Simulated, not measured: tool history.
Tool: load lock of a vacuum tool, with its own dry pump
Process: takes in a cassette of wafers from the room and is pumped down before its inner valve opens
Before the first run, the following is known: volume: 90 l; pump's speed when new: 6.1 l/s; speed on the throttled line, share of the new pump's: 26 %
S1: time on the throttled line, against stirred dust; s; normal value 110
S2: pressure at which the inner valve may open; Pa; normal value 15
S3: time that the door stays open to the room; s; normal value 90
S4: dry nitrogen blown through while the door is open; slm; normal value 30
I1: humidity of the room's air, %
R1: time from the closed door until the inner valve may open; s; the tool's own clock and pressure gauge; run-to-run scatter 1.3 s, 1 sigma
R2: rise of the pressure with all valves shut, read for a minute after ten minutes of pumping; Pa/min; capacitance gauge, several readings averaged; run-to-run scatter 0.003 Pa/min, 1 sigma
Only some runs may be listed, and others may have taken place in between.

| run | hour | S1 | S2 | S3 | S4 | I1 | R1 | R2 |
|---|---|---|---|---|---|---|---|---|
| 1 | 0.0 | 110 | 15 | 90 | 30 | 44.1 | 222.6 | 0.467 |
| 2 | 186.8 | 110 | 15 | 90 | 30 | 46.8 | 220.4 | 0.481 |
| 3 | 362.1 | 110 | 15 | 90 | 30 | 41.1 | 221.0 | 0.492 |
| 4 | 700.2 | 110 | 15 | 90 | 30 | 42.9 | 221.2 | 0.541 |
| 5 | 972.2 | 110 | 15 | 90 | 30 | 42.5 | 222.2 | 0.585 |
| 6 | 1245.1 | 110 | 15 | 39 | 30 | 41.2 | 220.6 | 0.604 |
| 7 | 1591.8 | 110 | 15 | 39 | 30 | 44.2 | 226.0 | 0.647 |
| 8 | 1850.6 | 110 | 15 | 39 | 30 | 47.0 | 225.4 | 0.688 |
|  | 1991.8 | door's seal changed, seat wiped |
| 9 | 2136.4 | 110 | 15 | 39 | 30 | 46.2 | 225.4 | 0.015 |
| 10 | 2455.6 | 110 | 15 | 39 | 30 | 46.4 | 224.7 | 0.027 |
| 11 | 2759.6 | 110 | 15 | 167 | 30 | 46.3 | 223.2 | 0.045 |
| 12 | 2943.7 | 110 | 15 | 167 | 30 | 45.5 | 225.3 | 0.043 |
| 13 | 3139.7 | 110 | 15 | 90 | 30 | 42.4 | 228.4 | 0.050 |
| 14 | 3335.0 | 110 | 18 | 90 | 30 | 46.0 | 222.7 | 0.063 |
| 15 | 3673.8 | 110 | 15 | 90 | 30 | 44.4 | 228.0 | 0.074 |
| 16 | 4011.3 | 110 | 15 | 111 | 30 | 45.4 | 227.9 | 0.094 |
| 17 | 4334.7 | 110 | 15 | 111 | 30 | 43.6 | 225.2 | 0.108 |
| 18 | 4506.7 | 110 | 15 | 111 | 30 | 46.1 | 227.4 | 0.120 |
| 19 | 4705.5 | 110 | 15 | 59 | 11 | 47.7 | 229.1 | 0.137 |
| 20 | 4970.2 | 88 | 15 | 90 | 9 | 48.4 | 214.2 | 0.162 |
| 21 | 5187.2 | 138 | 11 | 213 | 7 | 46.7 | 253.3 | 0.187 |
| 22 | 5391.4 | 95 | 15 | 90 | 33 | 40.9 | 217.0 | 0.170 |
| 23 | 5585.9 | 95 | 15 | 90 | 33 | 48.5 | 220.6 | 0.193 |
| 24 | 5809.9 | 95 | 15 | 90 | 33 | 42.3 | 223.5 | 0.203 |
| 25 | 6095.6 | 110 | 15 | 85 | 4 | 40.2 | 232.3 | 0.236 |
| 26 | 6287.4 | 69 | 18 | 83 | 4 | 43.0 | 198.0 | 0.243 |
| 27 | 6571.7 | 69 | 18 | 83 | 4 | 46.1 | 199.1 | 0.275 |
| 28 | 6773.4 | 154 | 15 | 92 | 6 | 46.0 | 260.6 | 0.294 |
| 29 | 6999.2 | 154 | 15 | 92 | 6 | 45.9 | 261.7 | 0.309 |
| 30 | 7213.1 | 154 | 15 | 92 | 6 | 47.0 | 260.5 | 0.329 |
| 31 | 7379.6 | 81 | 13 | 92 | 6 | 47.9 | 216.6 | 0.341 |
| 32 | 7686.7 | 81 | 25 | 92 | 6 | 43.9 | 203.7 | 0.375 |
| 33 | 7927.3 | 81 | 25 | 92 | 6 | 44.6 | 204.1 | 0.401 |
| 34 | 8229.9 | 66 | 12 | 92 | 6 | 43.9 | 207.3 | 0.431 |
| 35 | 8402.3 | 193 | 16 | 92 | 6 | 44.3 | 290.9 | 0.449 |
| 36 | 8608.9 | 193 | 16 | 92 | 6 | 44.9 | 290.5 | 0.473 |

Hidden state or all else? Some run-to-run changes of R1, split into what the settings, what came in and random variation would give without the hidden state, and what is left for the hidden state (with any gauge scatter that isn't in both results):
What the log doesn't record here: pump's speed, % of a new pump's; leak at the door's seal, Pa l/s; drift of the gauge itself on ready_s, %; drift of the gauge itself on rise_pa_min, %.
Run 27 -> 28: S1 69 -> 154, S2 18 -> 15, S3 83 -> 92, S4 4 -> 6. R1 +61.5 s: hidden state -2.8, all else +64.3.
Run 30 -> 31: S1 154 -> 81, S2 15 -> 13. R1 -43.9 s: hidden state +4.4, all else -48.3.
Run 33 -> 34: S1 81 -> 66, S2 25 -> 12. R1 +3.2 s: hidden state +3.5, all else -0.3.
Run 34 -> 35: S1 66 -> 193, S2 12 -> 16. R1 +83.6 s: hidden state -7.1, all else +90.7.
